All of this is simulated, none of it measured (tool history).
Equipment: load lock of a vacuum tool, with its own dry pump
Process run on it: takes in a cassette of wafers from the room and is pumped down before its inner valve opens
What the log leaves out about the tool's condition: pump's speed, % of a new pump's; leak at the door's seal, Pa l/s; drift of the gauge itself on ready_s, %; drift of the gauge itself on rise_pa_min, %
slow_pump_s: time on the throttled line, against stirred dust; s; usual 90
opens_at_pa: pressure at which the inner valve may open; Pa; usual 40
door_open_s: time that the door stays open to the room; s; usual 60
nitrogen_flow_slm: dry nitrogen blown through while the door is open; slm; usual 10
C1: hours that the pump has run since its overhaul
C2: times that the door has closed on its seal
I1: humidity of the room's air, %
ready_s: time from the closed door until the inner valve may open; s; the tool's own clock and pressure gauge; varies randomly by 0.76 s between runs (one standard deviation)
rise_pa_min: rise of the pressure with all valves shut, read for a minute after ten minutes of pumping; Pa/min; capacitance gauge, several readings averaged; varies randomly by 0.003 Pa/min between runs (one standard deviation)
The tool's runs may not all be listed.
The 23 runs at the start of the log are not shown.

Run 24, day 333.992: usual settings but slow_pump_s 70 s, door_open_s 188 s, nitrogen_flow_slm 14 slm; C1 14730; C2 53791; I1 43.6. Result: ready_s 126.6 s, rise_pa_min 0.324 Pa/min.
Run 25, day 348.258: usual settings but slow_pump_s 151 s, opens_at_pa 46 Pa, door_open_s 74 s, nitrogen_flow_slm 21 slm; C1 15072; C2 54524; I1 45.3. Result: ready_s 189.6 s, rise_pa_min 0.293 Pa/min.
Run 26, day 363.438: usual settings but slow_pump_s 128 s, opens_at_pa 73 Pa, door_open_s 120 s, nitrogen_flow_slm 16 slm; C1 15437; C2 55304; I1 42.7. Result: ready_s 166.1 s, rise_pa_min 0.309 Pa/min.
Run 27, day 373.779: usual settings but slow_pump_s 48 s, opens_at_pa 70 Pa, door_open_s 57 s, nitrogen_flow_slm 21 slm; C1 15685; C2 55836; I1 44.5. Result: ready_s 105.0 s, rise_pa_min 0.303 Pa/min.
Run 28, day 387.329: usual settings but nitrogen_flow_slm 5 slm; C1 16010; C2 56533; I1 48.9. Result: ready_s 142.9 s, rise_pa_min 0.331 Pa/min.
Run 29, day 397.721: usual settings but nitrogen_flow_slm 5 slm; C1 16259; C2 57067; I1 48.5. Result: ready_s 143.9 s, rise_pa_min 0.332 Pa/min.
Run 30, day 407.783: usual settings but opens_at_pa 55 Pa, door_open_s 136 s, nitrogen_flow_slm 5 slm; C1 16501; C2 57584; I1 44.3. Result: ready_s 140.4 s, rise_pa_min 0.372 Pa/min.
Run 31, day 420.129: usual settings but slow_pump_s 53 s, opens_at_pa 46 Pa, door_open_s 78 s, nitrogen_flow_slm 26 slm; C1 16797; C2 58219; I1 45.7. Result: ready_s 113.3 s, rise_pa_min 0.316 Pa/min.
Run 32, day 428.588: usual settings but slow_pump_s 66 s, opens_at_pa 35 Pa, door_open_s 78 s, nitrogen_flow_slm 26 slm; C1 17000; C2 58653; I1 46.5. Result: ready_s 126.9 s, rise_pa_min 0.321 Pa/min.
At day 433.504: dry pump taken out, an overhauled one fitted.
Run 33, day 438.950: usual settings but slow_pump_s 125 s, nitrogen_flow_slm 18 slm; C1 131; C2 59173; I1 40.6. Result: ready_s 160.3 s, rise_pa_min 0.320 Pa/min.
Run 34, day 454.042: usual settings but slow_pump_s 114 s; C1 493; C2 59949; I1 45.7. Result: ready_s 153.5 s, rise_pa_min 0.352 Pa/min.
Run 35, day 474.650: usual settings but slow_pump_s 114 s; C1 987; C2 61008; I1 45.3. Result: ready_s 151.7 s, rise_pa_min 0.349 Pa/min.
At day 485.617: door's seal changed, seat wiped.
Run 36, day 493.217: usual settings but slow_pump_s 137 s, door_open_s 95 s; C1 1432; C2 390; I1 43.7. Result: ready_s 172.0 s, rise_pa_min 0.038 Pa/min.

Branching from run 36: 5 alternative next runs. What would each branch give?
Run A, day 506.808: usual settings but slow_pump_s 137 s, opens_at_pa 30 Pa, door_open_s 37 s, nitrogen_flow_slm 9 slm; C1 1758; C2 1089; I1 46.6. Result: ready_s ?, rise_pa_min ?.
Run B, day 506.808: usual settings but slow_pump_s 60 s, door_open_s 95 s, nitrogen_flow_slm 14 slm; C1 1758; C2 1089; I1 44.9. Result: ready_s ?, rise_pa_min ?.
Run C, day 506.808: usual settings but slow_pump_s 143 s, door_open_s 170 s, nitrogen_flow_slm 5 slm; C1 1758; C2 1089; I1 47.1. Result: ready_s ?, rise_pa_min ?.
Run D, day 506.808: usual settings but slow_pump_s 54 s, opens_at_pa 66 Pa, nitrogen_flow_slm 11 slm; C1 1758; C2 1089; I1 45.7. Result: ready_s ?, rise_pa_min ?.
Run E, day 506.808: usual settings but slow_pump_s 103 s, opens_at_pa 31 Pa, door_open_s 95 s; C1 1758; C2 1089; I1 44.0. Result: ready_s ?, rise_pa_min ?.

run  ready_s  rise_pa_min
  A    175.3        0.026
  B    110.7        0.029
  C    178.5        0.094
  D    101.4        0.029
  E    146.6        0.039
Stripped of hidden state, with their random variation kept, the same runs would have yielded:
run  ready_s  rise_pa_min
  A    174.4        0.024
  B    109.5        0.027
  C    177.8        0.092
  D    100.3        0.028
  E    145.6        0.037
